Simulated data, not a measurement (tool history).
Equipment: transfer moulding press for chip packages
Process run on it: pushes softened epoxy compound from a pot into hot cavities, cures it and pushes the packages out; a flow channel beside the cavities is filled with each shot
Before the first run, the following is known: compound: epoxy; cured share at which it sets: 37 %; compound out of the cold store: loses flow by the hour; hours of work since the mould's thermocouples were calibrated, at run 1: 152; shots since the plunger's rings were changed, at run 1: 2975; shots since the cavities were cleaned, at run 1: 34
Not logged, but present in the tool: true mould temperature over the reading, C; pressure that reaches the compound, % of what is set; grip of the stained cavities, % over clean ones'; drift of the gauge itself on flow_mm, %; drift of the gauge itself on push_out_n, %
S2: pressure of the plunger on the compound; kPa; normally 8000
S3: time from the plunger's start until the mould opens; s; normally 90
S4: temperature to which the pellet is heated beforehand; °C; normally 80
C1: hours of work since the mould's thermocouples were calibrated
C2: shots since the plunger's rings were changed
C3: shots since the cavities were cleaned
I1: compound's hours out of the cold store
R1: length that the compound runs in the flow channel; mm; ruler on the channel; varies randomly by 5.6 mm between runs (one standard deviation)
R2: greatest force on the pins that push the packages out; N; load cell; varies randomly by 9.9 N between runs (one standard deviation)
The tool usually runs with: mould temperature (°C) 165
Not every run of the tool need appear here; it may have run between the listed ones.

{"run": 1, "hour": 0.0, "mould temperature (°C)": 165, "S2": 8000, "S3": 90, "S4": 80, "C1": 152, "C2": 2975, "C3": 34, "I1": 11.4, "R1": 1001, "R2": 493}
{"hour": 30.9, "done": "plunger's sealing rings changed"}
{"hour": 42.4, "done": "cavities cleaned with cleaning compound and waxed"}
{"run": 2, "hour": 70.3, "mould temperature (°C)": 165, "S2": 8000, "S3": 72, "S4": 80, "C1": 204, "C2": 619, "C3": 455, "I1": 24.3, "R1": 961, "R2": 1094}
{"hour": 86.7, "done": "cavities cleaned with cleaning compound and waxed"}
{"run": 3, "hour": 119.5, "mould temperature (°C)": 165, "S2": 8000, "S3": 72, "S4": 80, "C1": 241, "C2": 1396, "C3": 534, "I1": 35.0, "R1": 890, "R2": 860}
{"hour": 129.6, "done": "cavities cleaned with cleaning compound and waxed"}
{"run": 4, "hour": 156.5, "mould temperature (°C)": 165, "S2": 8000, "S3": 72, "S4": 80, "C1": 270, "C2": 1976, "C3": 439, "I1": 9.6, "R1": 1031, "R2": 829}
{"hour": 172.3, "done": "cavities cleaned with cleaning compound and waxed"}
{"run": 5, "hour": 210.7, "mould temperature (°C)": 158, "S2": 8000, "S3": 90, "S4": 80, "C1": 311, "C2": 2835, "C3": 626, "I1": 23.5, "R1": 960, "R2": 917}
{"hour": 217.7, "done": "cavities cleaned with cleaning compound and waxed"}
{"hour": 253.7, "done": "plunger's sealing rings changed"}
{"hour": 265.8, "done": "cavities cleaned with cleaning compound and waxed"}
{"run": 6, "hour": 269.3, "mould temperature (°C)": 158, "S2": 8000, "S3": 90, "S4": 71, "C1": 353, "C2": 231, "C3": 57, "I1": 35.7, "R1": 935, "R2": 620}
{"hour": 281.8, "done": "cavities cleaned with cleaning compound and waxed, once more"}
{"run": 7, "hour": 315.0, "mould temperature (°C)": 158, "S2": 8000, "S3": 90, "S4": 71, "C1": 388, "C2": 952, "C3": 542, "I1": 16.2, "R1": 1038, "R2": 894}
{"hour": 324.9, "done": "cavities cleaned with cleaning compound and waxed"}
{"hour": 370.0, "done": "cavities cleaned with cleaning compound and waxed"}
{"run": 8, "hour": 370.0, "mould temperature (°C)": 160, "S2": 8000, "S3": 90, "S4": 71, "C1": 429, "C2": 1799, "C3": 0, "I1": 24.0, "R1": 958, "R2": 534}
{"run": 9, "hour": 400.1, "mould temperature (°C)": 160, "S2": 8000, "S3": 90, "S4": 71, "C1": 452, "C2": 2291, "C3": 492, "I1": 40.8, "R1": 866, "R2": 746}
{"hour": 413.1, "done": "cavities cleaned with cleaning compound and waxed"}
{"hour": 452.0, "done": "mould's thermocouples calibrated"}
{"hour": 460.5, "done": "cavities cleaned with cleaning compound and waxed"}
{"run": 10, "hour": 460.9, "mould temperature (°C)": 160, "S2": 8000, "S3": 90, "S4": 71, "C1": 6, "C2": 3200, "C3": 6, "I1": 21.5, "R1": 947, "R2": 556}
{"hour": 479.1, "done": "plunger's sealing rings changed"}
{"hour": 504.6, "done": "cavities cleaned with cleaning compound and waxed"}
{"run": 11, "hour": 524.4, "mould temperature (°C)": 165, "S2": 8000, "S3": 112, "S4": 80, "C1": 53, "C2": 714, "C3": 323, "I1": 42.6, "R1": 857, "R2": 560}
{"hour": 546.4, "done": "cavities cleaned with cleaning compound and waxed"}
{"run": 12, "hour": 566.9, "mould temperature (°C)": 165, "S2": 8000, "S3": 112, "S4": 80, "C1": 85, "C2": 1383, "C3": 334, "I1": 26.2, "R1": 935, "R2": 559}
{"hour": 589.3, "done": "cavities cleaned with cleaning compound and waxed"}
{"run": 13, "hour": 625.5, "mould temperature (°C)": 165, "S2": 8000, "S3": 112, "S4": 80, "C1": 130, "C2": 2314, "C3": 591, "I1": 13.2, "R1": 993, "R2": 650}
{"hour": 633.1, "done": "cavities cleaned with cleaning compound and waxed"}
{"hour": 676.1, "done": "cavities cleaned with cleaning compound and waxed"}
{"run": 14, "hour": 690.5, "mould temperature (°C)": 157, "S2": 9980, "S3": 89, "S4": 80, "C1": 179, "C2": 3325, "C3": 235, "I1": 13.3, "R1": 1126, "R2": 876}
{"hour": 698.0, "done": "plunger's sealing rings changed"}
{"hour": 723.6, "done": "cavities cleaned with cleaning compound and waxed"}
{"run": 15, "hour": 750.9, "mould temperature (°C)": 172, "S2": 9980, "S3": 77, "S4": 83, "C1": 223, "C2": 840, "C3": 446, "I1": 25.1, "R1": 1034, "R2": 637}
{"hour": 766.9, "done": "cavities cleaned with cleaning compound and waxed"}
{"hour": 812.2, "done": "cavities cleaned with cleaning compound and waxed"}
{"run": 16, "hour": 812.2, "mould temperature (°C)": 160, "S2": 9820, "S3": 77, "S4": 83, "C1": 269, "C2": 1790, "C3": 0, "I1": 44.9, "R1": 944, "R2": 663}
{"hour": 854.8, "done": "cavities cleaned with cleaning compound and waxed"}
{"run": 17, "hour": 869.6, "mould temperature (°C)": 160, "S2": 9820, "S3": 77, "S4": 83, "C1": 313, "C2": 2702, "C3": 241, "I1": 9.6, "R1": 1146, "R2": 956}
{"hour": 898.7, "done": "cavities cleaned with cleaning compound and waxed"}
{"hour": 918.0, "done": "plunger's sealing rings changed"}
{"run": 18, "hour": 937.5, "mould temperature (°C)": 160, "S2": 9820, "S3": 77, "S4": 83, "C1": 364, "C2": 318, "C3": 591, "I1": 47.0, "R1": 955, "R2": 961}
{"hour": 948.2, "done": "cavities cleaned with cleaning compound and waxed"}
{"run": 19, "hour": 982.3, "mould temperature (°C)": 172, "S2": 7670, "S3": 90, "S4": 80, "C1": 398, "C2": 1025, "C3": 555, "I1": 24.3, "R1": 907, "R2": 636}
{"hour": 991.7, "done": "cavities cleaned with cleaning compound and waxed"}
{"run": 20, "hour": 1016.7, "mould temperature (°C)": 163, "S2": 8790, "S3": 98, "S4": 71, "C1": 424, "C2": 1562, "C3": 409, "I1": 10.3, "R1": 1095, "R2": 642}
{"hour": 1033.5, "done": "cavities cleaned with cleaning compound and waxed"}
{"run": 21, "hour": 1067.2, "mould temperature (°C)": 163, "S2": 8790, "S3": 98, "S4": 71, "C1": 462, "C2": 2361, "C3": 550, "I1": 44.1, "R1": 862, "R2": 683}
{"hour": 1078.1, "done": "cavities cleaned with cleaning compound and waxed"}
{"hour": 1103.6, "done": "mould's thermocouples calibrated"}
{"run": 22, "hour": 1108.0, "mould temperature (°C)": 163, "S2": 8790, "S3": 98, "S4": 71, "C1": 3, "C2": 2970, "C3": 456, "I1": 39.7, "R1": 890, "R2": 628}
{"hour": 1123.4, "done": "cavities cleaned with cleaning compound and waxed"}
{"hour": 1140.3, "done": "plunger's sealing rings changed"}
{"run": 23, "hour": 1156.3, "mould temperature (°C)": 167, "S2": 8640, "S3": 128, "S4": 77, "C1": 38, "C2": 260, "C3": 496, "I1": 27.8, "R1": 978, "R2": 633}
{"hour": 1168.0, "done": "cavities cleaned with cleaning compound and waxed"}
{"hour": 1209.9, "done": "cavities cleaned with cleaning compound and waxed"}
{"run": 24, "hour": 1212.1, "mould temperature (°C)": 167, "S2": 8140, "S3": 74, "S4": 85, "C1": 80, "C2": 1122, "C3": 36, "I1": 19.1, "R1": 985, "R2": 526}
{"run": 25, "hour": 1239.7, "mould temperature (°C)": 167, "S2": 8140, "S3": 74, "S4": 85, "C1": 102, "C2": 1572, "C3": 486, "I1": 43.5, "R1": 841, "R2": 702}
{"hour": 1253.9, "done": "cavities cleaned with cleaning compound and waxed"}
{"hour": 1295.6, "done": "cavities cleaned with cleaning compound and waxed"}
{"run": 26, "hour": 1299.8, "mould temperature (°C)": 167, "S2": 8140, "S3": 74, "S4": 85, "C1": 147, "C2": 2503, "C3": 67, "I1": 21.1, "R1": 945, "R2": 605}

Here are 3 independent what-if runs from the current tool condition. What would each one return?
{"hour": 1338.7, "done": "cavities cleaned with cleaning compound and waxed"}
{"run": "A", "hour": 1347.2, "mould temperature (°C)": 167, "S2": 6400, "S3": 117, "S4": 85, "C1": 183, "C2": 3253, "C3": 140, "I1": 18.1, "R1": "?", "R2": "?"}
{"hour": 1338.7, "done": "cavities cleaned with cleaning compound and waxed"}
{"run": "B", "hour": 1347.2, "mould temperature (°C)": 167, "S2": 8800, "S3": 74, "S4": 82, "C1": 183, "C2": 3253, "C3": 140, "I1": 22.2, "R1": "?", "R2": "?"}
{"hour": 1338.7, "done": "cavities cleaned with cleaning compound and waxed"}
{"run": "C", "hour": 1347.2, "mould temperature (°C)": 167, "S2": 8140, "S3": 74, "S4": 80, "C1": 183, "C2": 3253, "C3": 140, "I1": 28.8, "R1": "?", "R2": "?"}

run=A R1=842 R2=490
run=B R1=964 R2=606
run=C R1=891 R2=608
Take away the tool's hidden state, keep each run's random variation, and the runs would have read:
run=A R1=902 R2=409
run=B R1=1033 R2=517
run=C R1=956 R2=519
